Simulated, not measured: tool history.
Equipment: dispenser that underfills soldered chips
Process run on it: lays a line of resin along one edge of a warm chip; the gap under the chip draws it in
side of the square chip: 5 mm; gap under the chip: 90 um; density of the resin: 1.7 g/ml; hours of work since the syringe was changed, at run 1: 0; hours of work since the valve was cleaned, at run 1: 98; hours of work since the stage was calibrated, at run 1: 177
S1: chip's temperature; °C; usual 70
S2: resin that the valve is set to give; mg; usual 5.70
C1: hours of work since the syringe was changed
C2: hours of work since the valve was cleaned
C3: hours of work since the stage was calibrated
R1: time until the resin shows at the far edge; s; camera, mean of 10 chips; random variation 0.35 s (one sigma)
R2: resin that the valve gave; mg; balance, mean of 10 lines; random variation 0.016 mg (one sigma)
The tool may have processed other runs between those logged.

run,hour,S1,S2,C1,C2,C3,R1,R2
1,0.0,70,5.70,0,98,177,20.2,5.49
# hour 12.4: new syringe of resin
2,14.9,70,5.70,2,108,187,21.0,5.44
# hour 25.3: new syringe of resin
3,29.9,66,5.70,3,118,196,29.6,5.43
# hour 37.7: new syringe of resin
4,37.8,66,5.70,0,123,201,24.5,5.40
# hour 49.7: new syringe of resin
5,51.2,66,5.70,1,131,210,24.8,5.39
# hour 56.7: dispensing valve cleaned and set on the balance
6,58.7,66,5.70,5,1,214,32.8,5.69
# hour 62.7: new syringe of resin
7,65.4,57,5.70,2,5,218,45.2,5.67
# hour 74.6: new syringe of resin
8,75.3,57,5.70,0,12,225,40.6,5.68
9,85.4,57,5.70,7,18,231,63.4,5.64
# hour 86.4: new syringe of resin
# hour 98.3: new syringe of resin
10,99.8,57,5.70,1,27,240,42.8,5.61
# hour 110.7: new syringe of resin
11,113.2,57,5.70,2,36,249,43.7,5.60
# hour 122.8: new syringe of resin
12,122.9,63,5.70,0,42,255,28.7,5.58
13,130.2,70,5.70,5,47,260,26.4,5.61
# hour 135.7: new syringe of resin
14,141.8,70,5.30,4,54,267,25.6,5.17
# hour 148.4: new syringe of resin
15,156.2,79,5.30,5,64,276,17.6,5.17
# hour 160.9: new syringe of resin
16,167.9,81,5.34,5,71,284,15.3,5.23
# hour 173.3: new syringe of resin
17,174.8,81,5.34,1,75,288,11.5,5.16
# hour 185.5: new syringe of resin
18,188.5,81,5.34,2,84,297,13.1,5.13
# hour 197.7: new syringe of resin
19,201.5,59,6.00,3,92,305,42.2,5.74
# hour 210.0: new syringe of resin
20,212.4,61,7.38,2,99,312,35.1,7.11
# hour 222.2: new syringe of resin
21,224.9,61,7.38,2,107,320,35.0,7.05

The next listed run, before its measurement:
# hour 235.1: new syringe of resin
22,235.3,77,5.17,0,114,327,?,?

R1: 14.7 s
R2: 4.90 mg
With the hidden condition absent and the run-to-run variation left alone, this run would have shown R1 13.8 s, R2 5.15 mg.
